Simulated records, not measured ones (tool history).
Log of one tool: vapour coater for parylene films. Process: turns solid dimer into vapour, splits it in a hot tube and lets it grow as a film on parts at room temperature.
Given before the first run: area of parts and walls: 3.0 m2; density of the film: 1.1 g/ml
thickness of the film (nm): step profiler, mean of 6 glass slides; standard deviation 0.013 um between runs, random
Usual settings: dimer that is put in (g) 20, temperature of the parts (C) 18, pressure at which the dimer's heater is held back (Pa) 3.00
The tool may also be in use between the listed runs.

run	day	dimer that is put in (g)	temperature of the parts (C)	pressure at which the dimer's heater is held back (Pa)	thickness of the film (nm)
1	0.000	20	18	3.00	2980
2	0.696	20	18	3.00	2970
3	1.204	20	18	3.00	3000
4	1.812	20	14	3.00	3490
5	2.492	20	14	3.00	3470
6	3.208	20	14	3.00	3460
7	3.850	20	14	3.00	3490
8	4.533	20	18	3.00	2990
9	4.867	20	18	3.00	3010
10	5.517	20	18	3.00	3000
11	6.254	20	18	3.00	2980
12	6.704	20	18	3.00	3020
13	7.238	27	27	4.81	2690
14	7.571	9	12	5.58	1550
15	8.038	9	12	5.58	1570

Alternative continuations, all from the tool just after run 15; predict every row:
A	8.554	22	18	3.00	?
B	8.554	17	12	5.58	?
C	8.554	11	25	10.38	?
D	8.554	19	24	4.32	?

run	thickness of the film (nm)
A	3310
B	2940
C	1060
D	2140
What these runs would have given with no unlogged condition in the tool:
run	thickness of the film (nm)
A	3290
B	2920
C	1050
D	2120

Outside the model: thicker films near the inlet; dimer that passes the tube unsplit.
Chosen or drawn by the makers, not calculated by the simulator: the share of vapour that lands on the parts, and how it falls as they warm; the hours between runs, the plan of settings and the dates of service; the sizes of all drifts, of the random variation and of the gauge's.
